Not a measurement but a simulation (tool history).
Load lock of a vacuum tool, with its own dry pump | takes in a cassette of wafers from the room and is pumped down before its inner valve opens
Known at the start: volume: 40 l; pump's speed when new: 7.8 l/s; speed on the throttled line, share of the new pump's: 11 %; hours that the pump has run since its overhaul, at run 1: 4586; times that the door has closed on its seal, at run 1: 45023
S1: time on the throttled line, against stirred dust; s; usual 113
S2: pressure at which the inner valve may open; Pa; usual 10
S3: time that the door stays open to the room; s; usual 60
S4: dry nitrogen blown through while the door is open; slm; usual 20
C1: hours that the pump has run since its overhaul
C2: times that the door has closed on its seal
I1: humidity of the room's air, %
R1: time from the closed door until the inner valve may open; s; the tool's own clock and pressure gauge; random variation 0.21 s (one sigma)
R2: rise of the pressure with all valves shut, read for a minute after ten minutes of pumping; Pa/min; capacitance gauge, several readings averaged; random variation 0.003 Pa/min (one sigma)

run      day   S1  S2   S3  S4     C1     C2    I1     R1     R2
  1        0  113  10   60  20   4586  45023  45.7  149.1  0.256
  2   20.942  113  10   60  20   5088  46199  45.8  149.1  0.266
      26.225  -- door's seal changed, seat wiped
  3   37.196  113  10   60  20   5477    616  48.6    149  0.052
  4   52.325  113  10   60  20   5840   1466  44.9  149.4  0.052
  5   66.917  113  10   60  20   6190   2286  47.2  149.4  0.059
  6   84.783  113  10   60  20   6619   3290  46.7  149.8  0.054
  7  100.488  113  10   60  20   6996   4172  40.8  149.4  0.053
  8  110.029  113  10   60  20   7225   4708  50.7  149.6   0.06
  9  121.679  113  10   60  20   7504   5362  45.9  149.7  0.064
 10    133.7  113  10   60  20   7793   6038  46.4  150.4  0.065
 11  149.812  113  10   60  20   8180   6943  43.2  149.9  0.071
 12  170.088  113  10   60  20   8666   8081  42.5  149.8  0.058
 13  183.008  113  10   60  20   8976   8807  46.2  149.9  0.072
 14  201.338  113  10   35  20   9416   9837  46.7  150.1  0.067
 15  222.117  113  10   35  20   9915  11004  44.9    150  0.073
 16  240.483  113  10   35  20  10356  12036  43.5  150.1  0.069
 17  255.933  113  17   60  20  10726  12904  45.1  147.3  0.088
 18  274.483  113  17   60  20  11172  13946  43.8  147.5  0.093
 19  284.379  113   9   60  24  11409  14502  46.5  150.8  0.093
 20  297.046  113   9   60  24  11713  15213  45.6  151.4  0.088
 21  310.304  113   9   45   7  12031  15958  42.8  151.1  0.105
 22  328.162  215  19   41   8  12460  16961  42.1  236.9  0.107
 23  347.471  155   9   41   5  12923  18046  41.1  188.4  0.113
 24  362.658  113  11   60   8  13288  18899  44.3  150.8  0.124
 25  377.262  130  10   32  20  13638  19719  41.7  165.9  0.108
 26  390.454  130  10   32  20  13955  20460  45.9  165.6  0.117
 27  403.854  130  10   32  20  14277  21213  48.4  165.8  0.124
 28  417.721   71  10   60  20  14609  21992  42.6  114.3   0.13
 29  427.579   71  10   60  20  14846  22546  41.4  114.6  0.125
 30    442.6   60  10   60  36  15206  23389    44  104.9  0.119
 31  452.721  113  13  141  18  15449  23958  42.7  149.6  0.158
 32  466.608  113  13  141  18  15783  24738  43.3    150   0.16
 33  483.262  113  13  141  18  16182  25673  44.8  150.4  0.163
 34  502.417  113  13  141  18  16642  26750    50  150.3  0.182
 35  510.988  113  13  141  18  16848  27231    44  150.5  0.177
 36  522.388  113  12  195  18  17121  27871  45.1  150.6  0.193

Measured less the same run without the tool's hidden state. The same run-to-run variation is in both; the gauge's scatter may not be:
The hidden state here: pump's speed, % of a new pump's; leak at the door's seal, Pa l/s; drift of the gauge itself on ready_s, %; drift of the gauge itself on rise_pa_min, %.
run    R1      R2
  1  +1.1  +0.205
  2  +1.2  +0.215
  3  +1.3  +0.001
  4  +1.3  +0.002
  5  +1.4  +0.004
  6  +1.5  +0.006
  7  +1.5  +0.008
  8  +1.6  +0.009
  9  +1.6  +0.011
 10  +1.7  +0.013
 11  +1.8  +0.016
 12  +1.9  +0.019
 13    +2  +0.022
 14    +2  +0.024
 15  +2.2  +0.028
 16  +2.3  +0.032
 17  +2.2  +0.035
 18  +2.2  +0.039
 19  +2.7  +0.042
 20  +2.7  +0.045
 21  +2.7  +0.047
 22  +1.5  +0.053
 23  +2.5  +0.057
 24  +2.9  +0.061
 25  +2.8  +0.066
 26  +2.9   +0.07
 27  +2.9  +0.075
 28  +3.7  +0.078
 29  +3.8  +0.081
 30    +4  +0.085
 31  +3.3   +0.09
 32  +3.4  +0.092
 33  +3.4  +0.099
 34  +3.6  +0.105
 35  +3.6  +0.109
 36  +3.7  +0.114
